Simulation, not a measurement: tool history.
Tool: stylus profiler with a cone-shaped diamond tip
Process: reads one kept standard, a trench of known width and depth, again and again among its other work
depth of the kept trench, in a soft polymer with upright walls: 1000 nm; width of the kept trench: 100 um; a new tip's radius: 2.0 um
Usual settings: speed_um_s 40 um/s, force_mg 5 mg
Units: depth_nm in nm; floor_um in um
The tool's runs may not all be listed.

{"run": 1, "hour": 0.0, "speed_um_s": 40, "force_mg": 5, "depth_nm": 1016.19, "floor_um": 95.54}
{"run": 2, "hour": 50.0, "speed_um_s": 40, "force_mg": 9.17, "depth_nm": 1023.44, "floor_um": 95.56}
{"run": 3, "hour": 121.6, "speed_um_s": 40, "force_mg": 5, "depth_nm": 1016.14, "floor_um": 95.45}
{"run": 4, "hour": 175.0, "speed_um_s": 40, "force_mg": 11.41, "depth_nm": 1026.89, "floor_um": 95.51}
{"run": 5, "hour": 237.0, "speed_um_s": 40, "force_mg": 11.41, "depth_nm": 1026.63, "floor_um": 95.44}
{"run": 6, "hour": 285.1, "speed_um_s": 63, "force_mg": 5, "depth_nm": 1016.47, "floor_um": 95.29}
{"run": 7, "hour": 352.8, "speed_um_s": 63, "force_mg": 5, "depth_nm": 1016.65, "floor_um": 95.25}
{"run": 8, "hour": 422.2, "speed_um_s": 14, "force_mg": 5, "depth_nm": 1017.01, "floor_um": 95.42}
{"hour": 447.8, "done": "height scale calibrated on a step standard"}
{"run": 9, "hour": 483.4, "speed_um_s": 40, "force_mg": 5.32, "depth_nm": 1014.43, "floor_um": 95.29}
{"run": 10, "hour": 550.4, "speed_um_s": 14, "force_mg": 5, "depth_nm": 1013.66, "floor_um": 95.43}
{"run": 11, "hour": 588.1, "speed_um_s": 14, "force_mg": 5, "depth_nm": 1013.38, "floor_um": 95.38}
{"run": 12, "hour": 628.8, "speed_um_s": 40, "force_mg": 9.1, "depth_nm": 1020.82, "floor_um": 95.27}
{"run": 13, "hour": 684.5, "speed_um_s": 40, "force_mg": 9.1, "depth_nm": 1020.68, "floor_um": 95.21}
{"run": 14, "hour": 714.6, "speed_um_s": 20, "force_mg": 9.1, "depth_nm": 1020.67, "floor_um": 95.37}
{"run": 15, "hour": 743.7, "speed_um_s": 71, "force_mg": 1.71, "depth_nm": 1006.65, "floor_um": 94.86}
{"run": 16, "hour": 775.2, "speed_um_s": 71, "force_mg": 1.71, "depth_nm": 1006.83, "floor_um": 94.82}
{"run": 17, "hour": 843.8, "speed_um_s": 20, "force_mg": 11.21, "depth_nm": 1024.12, "floor_um": 95.24}
{"run": 18, "hour": 883.9, "speed_um_s": 14, "force_mg": 13.01, "depth_nm": 1027.05, "floor_um": 95.27}
{"run": 19, "hour": 951.8, "speed_um_s": 117, "force_mg": 13.01, "depth_nm": 1027.05, "floor_um": 94.97}
{"run": 20, "hour": 990.5, "speed_um_s": 11, "force_mg": 5.34, "depth_nm": 1014.81, "floor_um": 95.19}
{"run": 21, "hour": 1024.3, "speed_um_s": 67, "force_mg": 11.54, "depth_nm": 1025.23, "floor_um": 95.07}

4 ways to go on from here, each from the tool as it stands after run 21. What would each give?
{"run": "A", "hour": 1064.9, "speed_um_s": 50, "force_mg": 3.32, "depth_nm": "?", "floor_um": "?"}
{"run": "B", "hour": 1064.9, "speed_um_s": 119, "force_mg": 2.71, "depth_nm": "?", "floor_um": "?"}
{"run": "C", "hour": 1064.9, "speed_um_s": 12, "force_mg": 3.57, "depth_nm": "?", "floor_um": "?"}
{"run": "D", "hour": 1064.9, "speed_um_s": 65, "force_mg": 2.94, "depth_nm": "?", "floor_um": "?"}

run=A depth_nm=1011.12 floor_um=94.98
run=B depth_nm=1009.65 floor_um=94.5
run=C depth_nm=1011.63 floor_um=95.21
run=D depth_nm=1010.02 floor_um=94.82
Without the tool's hidden state the same runs would have given:
run=A depth_nm=1010.77 floor_um=96.31
run=B depth_nm=1009.31 floor_um=95.83
run=C depth_nm=1011.29 floor_um=96.54
run=D depth_nm=1009.68 floor_um=96.15

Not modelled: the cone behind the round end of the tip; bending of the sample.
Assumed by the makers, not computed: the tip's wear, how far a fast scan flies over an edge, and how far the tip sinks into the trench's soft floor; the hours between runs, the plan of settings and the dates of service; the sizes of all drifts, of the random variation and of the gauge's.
